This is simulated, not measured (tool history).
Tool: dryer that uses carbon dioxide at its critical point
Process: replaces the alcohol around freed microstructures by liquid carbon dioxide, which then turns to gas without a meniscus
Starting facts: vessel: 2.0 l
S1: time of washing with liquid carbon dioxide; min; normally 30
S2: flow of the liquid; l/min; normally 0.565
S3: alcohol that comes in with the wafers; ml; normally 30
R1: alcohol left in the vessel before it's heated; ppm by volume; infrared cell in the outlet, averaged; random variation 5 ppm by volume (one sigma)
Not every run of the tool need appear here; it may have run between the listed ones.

{"run": 1, "hour": 0.0, "S1": 30, "S2": 0.565, "S3": 30, "R1": 38}
{"run": 2, "hour": 11.4, "S1": 30, "S2": 0.565, "S3": 30, "R1": 33}
{"run": 3, "hour": 25.5, "S1": 30, "S2": 0.565, "S3": 30, "R1": 39}
{"run": 4, "hour": 38.0, "S1": 30, "S2": 0.565, "S3": 30, "R1": 41}
{"run": 5, "hour": 44.8, "S1": 30, "S2": 0.565, "S3": 30, "R1": 42}
{"run": 6, "hour": 52.7, "S1": 30, "S2": 0.565, "S3": 30, "R1": 41}
{"run": 7, "hour": 61.0, "S1": 30, "S2": 0.565, "S3": 30, "R1": 37}
{"run": 8, "hour": 74.1, "S1": 30, "S2": 0.565, "S3": 30, "R1": 33}
{"run": 9, "hour": 89.2, "S1": 30, "S2": 0.565, "S3": 30, "R1": 41}
{"run": 10, "hour": 100.1, "S1": 30, "S2": 0.565, "S3": 30, "R1": 39}
{"run": 11, "hour": 109.8, "S1": 30, "S2": 0.565, "S3": 120, "R1": 123}
{"run": 12, "hour": 125.2, "S1": 30, "S2": 0.565, "S3": 120, "R1": 129}
{"run": 13, "hour": 140.6, "S1": 30, "S2": 0.565, "S3": 120, "R1": 130}
{"run": 14, "hour": 149.6, "S1": 30, "S2": 0.565, "S3": 46, "R1": 64}
{"run": 15, "hour": 164.1, "S1": 30, "S2": 0.737, "S3": 30, "R1": 24}
{"hour": 171.9, "done": "inlet filter changed"}
{"run": 16, "hour": 177.0, "S1": 30, "S2": 0.737, "S3": 30, "R1": 26}
{"run": 17, "hour": 188.0, "S1": 30, "S2": 0.765, "S3": 30, "R1": 30}
{"run": 18, "hour": 203.0, "S1": 30, "S2": 0.565, "S3": 30, "R1": 47}
{"run": 19, "hour": 217.5, "S1": 38, "S2": 0.541, "S3": 35, "R1": 33}
{"run": 20, "hour": 225.3, "S1": 38, "S2": 0.541, "S3": 35, "R1": 36}
{"run": 21, "hour": 240.5, "S1": 28, "S2": 0.362, "S3": 35, "R1": 388}
{"run": 22, "hour": 248.1, "S1": 28, "S2": 0.86, "S3": 35, "R1": 21}
{"run": 23, "hour": 261.9, "S1": 41, "S2": 0.776, "S3": 103, "R1": 24}
{"run": 24, "hour": 275.7, "S1": 30, "S2": 0.592, "S3": 50, "R1": 48}
{"run": 25, "hour": 288.6, "S1": 30, "S2": 0.592, "S3": 50, "R1": 57}
{"run": 26, "hour": 298.8, "S1": 30, "S2": 0.592, "S3": 50, "R1": 51}
{"run": 27, "hour": 309.2, "S1": 30, "S2": 0.592, "S3": 50, "R1": 53}
{"run": 28, "hour": 322.7, "S1": 41, "S2": 0.422, "S3": 30, "R1": 55}
{"run": 29, "hour": 331.3, "S1": 25, "S2": 0.565, "S3": 46, "R1": 137}
{"run": 30, "hour": 342.9, "S1": 48, "S2": 0.389, "S3": 50, "R1": 48}
{"run": 31, "hour": 350.8, "S1": 28, "S2": 0.479, "S3": 63, "R1": 237}
{"run": 32, "hour": 357.2, "S1": 43, "S2": 0.428, "S3": 20, "R1": 42}
{"run": 33, "hour": 364.6, "S1": 43, "S2": 0.428, "S3": 20, "R1": 42}
{"run": 34, "hour": 378.5, "S1": 43, "S2": 0.428, "S3": 20, "R1": 42}
{"run": 35, "hour": 384.7, "S1": 30, "S2": 0.448, "S3": 35, "R1": 157}

Each row is a separate what-if for the run after 35, all from the same tool condition, not one after another. Results?
{"run": "A", "hour": 396.0, "S1": 30, "S2": 0.84, "S3": 30, "R1": "?"}
{"run": "B", "hour": 396.0, "S1": 30, "S2": 0.353, "S3": 112, "R1": "?"}
{"run": "C", "hour": 396.0, "S1": 30, "S2": 0.944, "S3": 82, "R1": "?"}
{"run": "D", "hour": 396.0, "S1": 26, "S2": 0.565, "S3": 30, "R1": "?"}
{"run": "E", "hour": 396.0, "S1": 30, "S2": 0.34, "S3": 30, "R1": "?"}

run=A R1=26
run=B R1=1272
run=C R1=33
run=D R1=97
run=E R1=413
Without the tool's unlogged condition, the same runs would have read:
run=A R1=0
run=B R1=878
run=C R1=6
run=D R1=46
run=E R1=274
